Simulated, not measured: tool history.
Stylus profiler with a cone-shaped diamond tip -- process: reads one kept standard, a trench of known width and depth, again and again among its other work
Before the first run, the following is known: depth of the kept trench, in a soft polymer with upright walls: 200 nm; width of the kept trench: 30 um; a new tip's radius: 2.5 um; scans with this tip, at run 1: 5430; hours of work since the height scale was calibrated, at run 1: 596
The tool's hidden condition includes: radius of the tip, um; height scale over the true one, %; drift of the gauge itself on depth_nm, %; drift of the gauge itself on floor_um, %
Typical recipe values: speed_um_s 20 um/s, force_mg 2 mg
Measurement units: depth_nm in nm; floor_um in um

run,hour,speed_um_s,force_mg,scans with this tip,hours of work since the height scale was calibrated,depth_nm,floor_um
1,0,20,2,5430,596,202.32,27.83
2,36.1,20,2,5689,624,202.11,27.78
3,53.9,20,2,5816,638,202.16,27.78
4,78.4,20,2,5993,657,202.17,27.83
5,95.5,20,2,6115,671,202.19,27.86
6,119,20,2,6283,689,202.43,27.79
7,148.4,20,2,6495,712,202.26,27.81
8,171.2,52,2,6658,730,202.19,27.66
9,200.8,52,2,6871,754,202.17,27.58
10,223.7,52,2.97,7034,772,202.84,27.66
11,255.4,20,1,7262,797,201.56,27.71
12,291.9,20,4.84,7524,825,203.68,27.8
13,328.5,29,4.84,7787,854,203.78,27.72
14,353.7,20,0.72,7968,874,201.54,27.65
15,380.3,20,2,8159,895,202.49,27.73
16,395.7,20,2,8268,907,202.43,27.74
17,416,52,1.21,8414,923,201.88,27.5
18,442,52,0.89,8601,943,201.67,27.35
19,472.1,20,0.88,8817,967,201.76,27.66
20,493.7,62,2,8972,984,202.43,27.52
21,515.4,19,0.92,9127,1001,201.71,27.7
22,535.9,6,1.02,9275,1017,201.79,27.83
23,563.6,6,1.02,9473,1039,201.96,27.74
24,595.2,6,1.02,9700,1064,201.71,27.74
25,617.4,11,2.14,9859,1081,202.58,27.73
26,633.1,22,1.95,9972,1094,202.52,27.67
27,660.2,22,1.95,10167,1115,202.53,27.71
28,687.5,10,1.44,10362,1137,202.23,27.77
29,720.4,6,0.9,10598,1162,202.01,27.8

Pick out some run-to-run changes in depth_nm. Of each, how much would a tool without hidden state show as well, from the settings, what came in and chance, and how much is left for the hidden state and any gauge scatter not in both results compared?
Run 11 -> 12: force_mg 1 -> 4.84. depth_nm +2.12 nm: hidden state +0.04, all else +2.08.
Run 13 -> 14: speed_um_s 29 -> 20, force_mg 4.84 -> 0.72. depth_nm -2.24 nm: hidden state +0, all else -2.24.
Run 28 -> 29: speed_um_s 10 -> 6, force_mg 1.44 -> 0.9. depth_nm -0.22 nm: hidden state +0.03, all else -0.25.
